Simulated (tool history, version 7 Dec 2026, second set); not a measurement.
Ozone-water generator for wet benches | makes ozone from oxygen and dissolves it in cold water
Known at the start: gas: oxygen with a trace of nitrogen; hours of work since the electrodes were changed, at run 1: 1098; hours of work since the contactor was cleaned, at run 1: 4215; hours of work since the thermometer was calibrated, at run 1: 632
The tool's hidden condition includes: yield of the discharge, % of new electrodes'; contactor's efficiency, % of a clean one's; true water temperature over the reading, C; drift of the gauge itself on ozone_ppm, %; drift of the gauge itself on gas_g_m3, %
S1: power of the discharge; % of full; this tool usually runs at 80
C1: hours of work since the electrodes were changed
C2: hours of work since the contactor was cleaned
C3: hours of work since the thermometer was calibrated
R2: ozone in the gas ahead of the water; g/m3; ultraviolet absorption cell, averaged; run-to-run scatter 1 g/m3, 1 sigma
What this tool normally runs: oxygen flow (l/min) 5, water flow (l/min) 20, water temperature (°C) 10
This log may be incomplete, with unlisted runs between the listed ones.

run 1 day=0 | S1=80 oxygen_flow_(l/min)=5 water_flow_(l/min)=20 water_temperature_(°C)=10 | C1=1098 C2=4215 C3=632 | dissolved_ozone_(ppm)=17.5 R2=185.4
run 2 day=1.662 | S1=80 oxygen_flow_(l/min)=5 water_flow_(l/min)=20 water_temperature_(°C)=8 | C1=1129 C2=4247 C3=664 | dissolved_ozone_(ppm)=18.1 R2=183.7
run 3 day=4.292 | S1=80 oxygen_flow_(l/min)=5 water_flow_(l/min)=20 water_temperature_(°C)=8 | C1=1179 C2=4297 C3=714 | dissolved_ozone_(ppm)=18.4 R2=182.2
run 4 day=5.967 | S1=80 oxygen_flow_(l/min)=5 water_flow_(l/min)=20 water_temperature_(°C)=8 | C1=1211 C2=4328 C3=745 | dissolved_ozone_(ppm)=18 R2=183.9
run 5 day=8.108 | S1=80 oxygen_flow_(l/min)=5 water_flow_(l/min)=20 water_temperature_(°C)=8 | C1=1252 C2=4369 C3=786 | dissolved_ozone_(ppm)=18.4 R2=183.3
run 6 day=9.862 | S1=80 oxygen_flow_(l/min)=5 water_flow_(l/min)=13 water_temperature_(°C)=8 | C1=1285 C2=4402 C3=819 | dissolved_ozone_(ppm)=26 R2=181.5
run 7 day=11.621 | S1=80 oxygen_flow_(l/min)=5 water_flow_(l/min)=13 water_temperature_(°C)=8 | C1=1318 C2=4435 C3=852 | dissolved_ozone_(ppm)=26.1 R2=183.6
run 8 day=12.967 | S1=80 oxygen_flow_(l/min)=5 water_flow_(l/min)=20 water_temperature_(°C)=10 | C1=1344 C2=4461 C3=878 | dissolved_ozone_(ppm)=18 R2=182.7
run 9 day=15.162 | S1=80 oxygen_flow_(l/min)=5 water_flow_(l/min)=20 water_temperature_(°C)=10 | C1=1385 C2=4502 C3=920 | dissolved_ozone_(ppm)=17.8 R2=180.5
run 10 day=17.95 | S1=80 oxygen_flow_(l/min)=5 water_flow_(l/min)=25 water_temperature_(°C)=10 | C1=1438 C2=4555 C3=972 | dissolved_ozone_(ppm)=14.6 R2=181.8
run 11 day=20.025 | S1=80 oxygen_flow_(l/min)=5 water_flow_(l/min)=25 water_temperature_(°C)=10 | C1=1477 C2=4595 C3=1012 | dissolved_ozone_(ppm)=14.5 R2=183.2
run 12 day=22.025 | S1=80 oxygen_flow_(l/min)=5 water_flow_(l/min)=25 water_temperature_(°C)=10 | C1=1515 C2=4632 C3=1050 | dissolved_ozone_(ppm)=14.4 R2=180.6
run 13 day=24.667 | S1=80 oxygen_flow_(l/min)=5 water_flow_(l/min)=18 water_temperature_(°C)=10 | C1=1565 C2=4682 C3=1100 | dissolved_ozone_(ppm)=19.8 R2=180.8
run 14 day=26.712 | S1=80 oxygen_flow_(l/min)=5 water_flow_(l/min)=20 water_temperature_(°C)=10 | C1=1604 C2=4721 C3=1138 | dissolved_ozone_(ppm)=17.6 R2=181.8
run 15 day=29.108 | S1=80 oxygen_flow_(l/min)=5 water_flow_(l/min)=20 water_temperature_(°C)=10 | C1=1649 C2=4767 C3=1184 | dissolved_ozone_(ppm)=17.7 R2=179.8
run 16 day=31.004 | S1=80 oxygen_flow_(l/min)=5 water_flow_(l/min)=20 water_temperature_(°C)=10 | C1=1685 C2=4802 C3=1220 | dissolved_ozone_(ppm)=17.9 R2=180.4
run 17 day=32.146 | S1=80 oxygen_flow_(l/min)=5 water_flow_(l/min)=20 water_temperature_(°C)=10 | C1=1707 C2=4824 C3=1241 | dissolved_ozone_(ppm)=17.7 R2=180.6
run 18 day=34.196 | S1=69 oxygen_flow_(l/min)=3.01 water_flow_(l/min)=15 water_temperature_(°C)=10 | C1=1746 C2=4863 C3=1280 | dissolved_ozone_(ppm)=17.7 R2=192.4
run 19 day=36.229 | S1=80 oxygen_flow_(l/min)=5 water_flow_(l/min)=12 water_temperature_(°C)=10 | C1=1784 C2=4901 C3=1319 | dissolved_ozone_(ppm)=26.8 R2=180.4
run 20 day=37.908 | S1=44 oxygen_flow_(l/min)=5 water_flow_(l/min)=17 water_temperature_(°C)=10 | C1=1816 C2=4933 C3=1350 | dissolved_ozone_(ppm)=12.9 R2=112.6
run 21 day=39.708 | S1=59 oxygen_flow_(l/min)=2.82 water_flow_(l/min)=14 water_temperature_(°C)=6 | C1=1850 C2=4967 C3=1384 | dissolved_ozone_(ppm)=17.2 R2=172.7
-- day=41.188 gauge calibrated
run 22 day=42.296 | S1=52 oxygen_flow_(l/min)=3.55 water_flow_(l/min)=18 water_temperature_(°C)=12 | C1=1899 C2=5016 C3=1433 | dissolved_ozone_(ppm)=12.5 R2=148.2
run 23 day=44.517 | S1=52 oxygen_flow_(l/min)=3.55 water_flow_(l/min)=18 water_temperature_(°C)=12 | C1=1941 C2=5058 C3=1476 | dissolved_ozone_(ppm)=12.2 R2=145.8
run 24 day=45.65 | S1=52 oxygen_flow_(l/min)=3.55 water_flow_(l/min)=18 water_temperature_(°C)=12 | C1=1963 C2=5080 C3=1497 | dissolved_ozone_(ppm)=12.3 R2=148
run 25 day=48.433 | S1=52 oxygen_flow_(l/min)=3.55 water_flow_(l/min)=18 water_temperature_(°C)=12 | C1=2015 C2=5133 C3=1550 | dissolved_ozone_(ppm)=12.4 R2=148.4
run 26 day=50.379 | S1=52 oxygen_flow_(l/min)=3.55 water_flow_(l/min)=18 water_temperature_(°C)=12 | C1=2052 C2=5169 C3=1587 | dissolved_ozone_(ppm)=12.3 R2=148.5
run 27 day=52.625 | S1=52 oxygen_flow_(l/min)=5.91 water_flow_(l/min)=18 water_temperature_(°C)=9 | C1=2095 C2=5212 C3=1629 | dissolved_ozone_(ppm)=14.3 R2=122.8
run 28 day=54.65 | S1=80 oxygen_flow_(l/min)=3.59 water_flow_(l/min)=20 water_temperature_(°C)=7 | C1=2133 C2=5250 C3=1668 | dissolved_ozone_(ppm)=16.5 R2=205.9
run 29 day=56.162 | S1=80 oxygen_flow_(l/min)=3.75 water_flow_(l/min)=20 water_temperature_(°C)=16 | C1=2162 C2=5279 C3=1696 | dissolved_ozone_(ppm)=15.2 R2=201.3
run 30 day=58.221 | S1=50 oxygen_flow_(l/min)=2.95 water_flow_(l/min)=20 water_temperature_(°C)=11 | C1=2201 C2=5318 C3=1735 | dissolved_ozone_(ppm)=10.1 R2=150.8
run 31 day=60.417 | S1=50 oxygen_flow_(l/min)=2.95 water_flow_(l/min)=20 water_temperature_(°C)=11 | C1=2242 C2=5360 C3=1777 | dissolved_ozone_(ppm)=10.2 R2=152
run 32 day=63 | S1=80 oxygen_flow_(l/min)=5 water_flow_(l/min)=15 water_temperature_(°C)=9 | C1=2291 C2=5409 C3=1826 | dissolved_ozone_(ppm)=23.1 R2=180.5
run 33 day=64.812 | S1=53 oxygen_flow_(l/min)=5 water_flow_(l/min)=17 water_temperature_(°C)=15 | C1=2326 C2=5443 C3=1860 | dissolved_ozone_(ppm)=13.8 R2=130.7
run 34 day=67.333 | S1=53 oxygen_flow_(l/min)=5 water_flow_(l/min)=17 water_temperature_(°C)=15 | C1=2373 C2=5491 C3=1908 | dissolved_ozone_(ppm)=13.7 R2=131.2

3 ways to go on from here, each from the tool as it stands after run 34. What would each give?
run A day=68.912 | S1=77 oxygen_flow_(l/min)=5 water_flow_(l/min)=17 water_temperature_(°C)=11 | C1=2403 C2=5521 C3=1938 | dissolved_ozone_(ppm)=? R2=?
run B day=68.912 | S1=72 oxygen_flow_(l/min)=3.96 water_flow_(l/min)=22 water_temperature_(°C)=15 | C1=2403 C2=5521 C3=1938 | dissolved_ozone_(ppm)=? R2=?
run C day=68.912 | S1=81 oxygen_flow_(l/min)=5.02 water_flow_(l/min)=17 water_temperature_(°C)=15 | C1=2403 C2=5521 C3=1938 | dissolved_ozone_(ppm)=? R2=?

run=A dissolved_ozone_(ppm)=19.5 R2=175.4
run=B dissolved_ozone_(ppm)=13.3 R2=183.5
run=C dissolved_ozone_(ppm)=19.2 R2=183.9
Stripped of hidden state, with their random variation kept, the same runs would have yielded:
run=A dissolved_ozone_(ppm)=19.5 R2=179.1
run=B dissolved_ozone_(ppm)=13.3 R2=187.3
run=C dissolved_ozone_(ppm)=19.3 R2=187.7
